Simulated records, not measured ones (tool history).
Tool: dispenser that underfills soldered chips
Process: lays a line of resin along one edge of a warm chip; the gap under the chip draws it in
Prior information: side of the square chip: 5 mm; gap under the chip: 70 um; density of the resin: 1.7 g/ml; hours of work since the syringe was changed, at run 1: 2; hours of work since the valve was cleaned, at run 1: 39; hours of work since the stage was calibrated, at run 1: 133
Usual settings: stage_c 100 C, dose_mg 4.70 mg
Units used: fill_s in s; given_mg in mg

run    day  stage_c  dose_mg  hours of work since the syringe was changed  hours of work since the valve was cleaned  hours of work since the stage was calibrated  fill_s  given_mg
  1  0.000      100     4.70                                            2                                         39                                           133     8.6     4.619
  2  0.125      100     4.70                                            4                                         41                                           135     8.9     4.622
  3  0.342      100     4.70                                            8                                         45                                           139    10.8     4.622
     0.521  -- dispensing valve cleaned and set on the balance
  4  0.608       86     4.70                                           11                                          1                                           143    23.3     4.696
     0.638  -- new syringe of resin
  5  0.829       86     4.70                                            3                                          5                                           146    16.6     4.697
  6  1.004      100     4.70                                            6                                          8                                           149    10.1     4.660
  7  1.129       89     4.70                                            8                                         10                                           151    18.2     4.680
  8  1.283       89     4.70                                           11                                         13                                           154    19.6     4.674
     1.329  -- new syringe of resin
  9  1.508      100     4.70                                            3                                         16                                           158     8.9     4.651
 10  1.646      100     4.70                                            5                                         19                                           160     9.6     4.645
 11  1.808      101     4.80                                            8                                         21                                           163    10.9     4.746
 12  1.917      113     5.54                                           10                                         23                                           165     7.6     5.487
     2.021  -- new syringe of resin
 13  2.079       95     5.71                                            1                                         26                                           167     9.8     5.626
 14  2.279       95     5.71                                            4                                         29                                           171    11.9     5.613
 15  2.492       95     5.71                                            8                                         33                                           174    13.7     5.622
 16  2.633       95     5.71                                           10                                         35                                           177    14.1     5.626
     2.717  -- new syringe of resin
 17  2.825       93     4.72                                            2                                         38                                           180    11.2     4.630
 18  2.933       93     4.72                                            4                                         40                                           181    11.9     4.622
 19  3.079       89     4.67                                            6                                         43                                           184    16.4     4.565
 20  3.288      104     4.62                                           10                                         46                                           188    10.1     4.515

Below, some changes in fill_s between adjacent runs. For each, the amount present without the hidden state too (settings, incoming material, random variation) and the amount remaining for the hidden state with gauge scatter not shared by both compared results:
Hidden state at play: resin's viscosity, % of fresh resin's; dose that the valve gives, % of what is set; true chip temperature over the reading, C; drift of the gauge itself on fill_s, %; drift of the gauge itself on given_mg, %.
Run 3 -> 4: stage_c 100 -> 86, dispensing valve cleaned and set on the balance. fill_s +12.5 s: hidden state +5.2, all else +7.3.
Run 4 -> 5: new syringe of resin. fill_s -6.7 s: hidden state -6.2, all else -0.5.
Run 8 -> 9: stage_c 89 -> 100, new syringe of resin. fill_s -10.7 s: hidden state -5.8, all else -4.9.
